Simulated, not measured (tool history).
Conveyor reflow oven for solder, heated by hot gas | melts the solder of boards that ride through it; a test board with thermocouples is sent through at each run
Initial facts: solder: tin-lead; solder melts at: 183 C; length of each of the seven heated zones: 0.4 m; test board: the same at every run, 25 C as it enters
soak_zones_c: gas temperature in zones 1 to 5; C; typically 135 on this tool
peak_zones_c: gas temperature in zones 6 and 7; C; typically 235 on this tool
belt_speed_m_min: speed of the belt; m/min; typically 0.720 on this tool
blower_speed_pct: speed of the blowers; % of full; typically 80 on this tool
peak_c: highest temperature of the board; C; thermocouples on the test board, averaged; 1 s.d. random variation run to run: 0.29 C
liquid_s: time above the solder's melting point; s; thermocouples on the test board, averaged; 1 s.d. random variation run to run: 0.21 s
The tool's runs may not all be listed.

run 1 hour=0.0 | soak_zones_c=135 peak_zones_c=235 belt_speed_m_min=0.720 blower_speed_pct=80 | peak_c=216.6 liquid_s=48.6
run 2 hour=26.9 | soak_zones_c=135 peak_zones_c=246 belt_speed_m_min=0.720 blower_speed_pct=80 | peak_c=226.1 liquid_s=54.7
run 3 hour=73.3 | soak_zones_c=135 peak_zones_c=235 belt_speed_m_min=0.720 blower_speed_pct=80 | peak_c=216.2 liquid_s=48.7
run 4 hour=99.8 | soak_zones_c=135 peak_zones_c=225 belt_speed_m_min=0.720 blower_speed_pct=80 | peak_c=207.7 liquid_s=41.8
run 5 hour=131.1 | soak_zones_c=135 peak_zones_c=235 belt_speed_m_min=0.720 blower_speed_pct=80 | peak_c=215.7 liquid_s=48.1
run 6 hour=162.2 | soak_zones_c=135 peak_zones_c=235 belt_speed_m_min=0.720 blower_speed_pct=80 | peak_c=215.3 liquid_s=48.2
run 7 hour=203.6 | soak_zones_c=135 peak_zones_c=235 belt_speed_m_min=0.714 blower_speed_pct=80 | peak_c=215.4 liquid_s=48.4
run 8 hour=255.2 | soak_zones_c=135 peak_zones_c=235 belt_speed_m_min=0.714 blower_speed_pct=80 | peak_c=214.7 liquid_s=48.2
run 9 hour=291.5 | soak_zones_c=145 peak_zones_c=235 belt_speed_m_min=0.720 blower_speed_pct=68 | peak_c=213.8 liquid_s=49.8
run 10 hour=325.4 | soak_zones_c=145 peak_zones_c=235 belt_speed_m_min=0.720 blower_speed_pct=68 | peak_c=213.4 liquid_s=49.6
-- hour=354.9 flux residue cleaned out of gas plates and filters
run 11 hour=362.5 | soak_zones_c=128 peak_zones_c=235 belt_speed_m_min=0.720 blower_speed_pct=55 | peak_c=208.9 liquid_s=39.7
run 12 hour=415.8 | soak_zones_c=128 peak_zones_c=235 belt_speed_m_min=0.790 blower_speed_pct=55 | peak_c=204.5 liquid_s=31.8
run 13 hour=453.1 | soak_zones_c=122 peak_zones_c=224 belt_speed_m_min=0.720 blower_speed_pct=68 | peak_c=202.4 liquid_s=32.0
run 14 hour=509.4 | soak_zones_c=148 peak_zones_c=230 belt_speed_m_min=0.840 blower_speed_pct=50 | peak_c=201.1 liquid_s=30.4
run 15 hour=545.2 | soak_zones_c=148 peak_zones_c=230 belt_speed_m_min=0.840 blower_speed_pct=50 | peak_c=201.1 liquid_s=30.2
run 16 hour=591.6 | soak_zones_c=123 peak_zones_c=235 belt_speed_m_min=0.720 blower_speed_pct=80 | peak_c=213.1 liquid_s=43.8

Each run again, without the hidden state but with its own random variation kept:
Unlogged tool condition in this case: heat that the gas passes to the board, % of a clean oven's; belt's true speed, % of the reading; true gas temperature in zones 6 and 7 over the reading, C; drift of the gauge itself on peak_c, C; drift of the gauge itself on liquid_s, %.
run=1 peak_c=218.5 liquid_s=49.7
run=2 peak_c=228.3 liquid_s=55.5
run=3 peak_c=218.6 liquid_s=50.1
run=4 peak_c=210.1 liquid_s=44.0
run=5 peak_c=218.5 liquid_s=49.9
run=6 peak_c=218.4 liquid_s=50.2
run=7 peak_c=218.8 liquid_s=50.7
run=8 peak_c=218.4 liquid_s=50.8
run=9 peak_c=217.5 liquid_s=52.3
run=10 peak_c=217.3 liquid_s=52.3
run=11 peak_c=210.0 liquid_s=40.2
run=12 peak_c=205.9 liquid_s=32.7
run=13 peak_c=204.3 liquid_s=33.6
run=14 peak_c=203.0 liquid_s=32.0
run=15 peak_c=203.2 liquid_s=32.2
run=16 peak_c=216.2 liquid_s=45.7
